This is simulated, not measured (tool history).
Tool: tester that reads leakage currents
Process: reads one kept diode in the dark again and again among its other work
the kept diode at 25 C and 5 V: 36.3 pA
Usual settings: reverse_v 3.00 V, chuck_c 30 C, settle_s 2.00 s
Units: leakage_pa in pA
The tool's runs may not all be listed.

Run 1, hour 0.0: usual settings. Result: leakage_pa 45.50 pA.
Run 2, hour 108.1: usual settings. Result: leakage_pa 45.50 pA.
Run 3, hour 308.9: usual settings but settle_s 3.57 s. Result: leakage_pa 46.24 pA.
Run 4, hour 407.0: usual settings but settle_s 3.57 s. Result: leakage_pa 46.50 pA.
Run 5, hour 632.5: usual settings but settle_s 3.57 s. Result: leakage_pa 46.93 pA.
Run 6, hour 807.2: usual settings but reverse_v 13.77 V, settle_s 3.57 s. Result: leakage_pa 117.05 pA.
Run 7, hour 916.7: usual settings but reverse_v 13.77 V, settle_s 3.57 s. Result: leakage_pa 117.18 pA.
Run 8, hour 1148.9: usual settings but reverse_v 13.77 V, settle_s 3.57 s. Result: leakage_pa 119.89 pA.
Run 9, hour 1315.9: usual settings but reverse_v 2.74 V. Result: leakage_pa 47.17 pA.
Run 10, hour 1460.6: usual settings but reverse_v 2.74 V. Result: leakage_pa 47.13 pA.
Run 11, hour 1624.2: usual settings. Result: leakage_pa 50.64 pA.
Run 12, hour 1825.8: usual settings but reverse_v 7.72 V. Result: leakage_pa 90.01 pA.
Run 13, hour 2022.0: usual settings but reverse_v 7.72 V. Result: leakage_pa 91.46 pA.
Run 14, hour 2155.3: usual settings but reverse_v 7.72 V. Result: leakage_pa 92.41 pA.
At hour 2200.1: chuck's temperature calibrated.
Run 15, hour 2394.9: usual settings but settle_s 4.33 s. Result: leakage_pa 47.58 pA.
At hour 2495.1: probe card cleaned and baked.
Run 16, hour 2532.2: usual settings but chuck_c 25 C, settle_s 1.66 s. Result: leakage_pa 28.35 pA.
Run 17, hour 2672.7: usual settings but chuck_c 25 C, settle_s 1.66 s. Result: leakage_pa 28.61 pA.
Run 18, hour 2898.8: usual settings but reverse_v 3.35 V, chuck_c 28 C. Result: leakage_pa 40.76 pA.
Run 19, hour 2997.4: usual settings but reverse_v 3.35 V, chuck_c 28 C. Result: leakage_pa 41.05 pA.
Run 20, hour 3114.6: usual settings but reverse_v 8.11 V, settle_s 7.30 s. Result: leakage_pa 82.00 pA.
Run 21, hour 3288.2: usual settings but settle_s 1.01 s. Result: leakage_pa 47.70 pA.
Run 22, hour 3406.4: usual settings but settle_s 1.01 s. Result: leakage_pa 47.86 pA.
Run 23, hour 3551.9: usual settings but reverse_v 11.03 V, chuck_c 36 C, settle_s 1.01 s. Result: leakage_pa 173.48 pA.
Run 24, hour 3721.0: usual settings but reverse_v 1.42 V, chuck_c 22 C. Result: leakage_pa 15.35 pA.
Run 25, hour 3925.2: usual settings but reverse_v 1.42 V, chuck_c 22 C. Result: leakage_pa 15.52 pA.
Run 26, hour 4057.0: usual settings but reverse_v 7.98 V, chuck_c 24 C, settle_s 6.97 s. Result: leakage_pa 53.05 pA.
Run 27, hour 4163.9: usual settings but chuck_c 46 C, settle_s 1.36 s. Result: leakage_pa 190.81 pA.
Run 28, hour 4323.6: usual settings but chuck_c 29 C, settle_s 5.26 s. Result: leakage_pa 45.86 pA.
Run 29, hour 4516.2: usual settings but reverse_v 1.16 V, chuck_c 35 C, settle_s 7.94 s. Result: leakage_pa 44.67 pA.

5 ways to go on from here, each from the tool as it stands after run 29. What would each give?
At hour 4539.3: tester calibrated.
Run A, hour 4752.5: usual settings but reverse_v 1.16 V, chuck_c 35 C, settle_s 5.17 s. Result: leakage_pa ?.
At hour 4539.3: tester calibrated.
Run B, hour 4752.5: usual settings but reverse_v 8.91 V, settle_s 0.77 s. Result: leakage_pa ?.
At hour 4539.3: tester calibrated.
Run C, hour 4752.5: usual settings but reverse_v 1.08 V, chuck_c 47 C, settle_s 1.11 s. Result: leakage_pa ?.
At hour 4539.3: tester calibrated.
Run D, hour 4752.5: usual settings but reverse_v 7.07 V, chuck_c 41 C, settle_s 4.99 s. Result: leakage_pa ?.
At hour 4539.3: tester calibrated.
Run E, hour 4752.5: usual settings but reverse_v 3.34 V, chuck_c 22 C. Result: leakage_pa ?.

run  leakage_pa
  A       45.76
  B      104.73
  C      120.02
  D      217.02
  E       28.93
Without the tool's hidden state the same runs would have given:
run  leakage_pa
  A       39.89
  B       85.06
  C      107.49
  D      188.37
  E       22.40
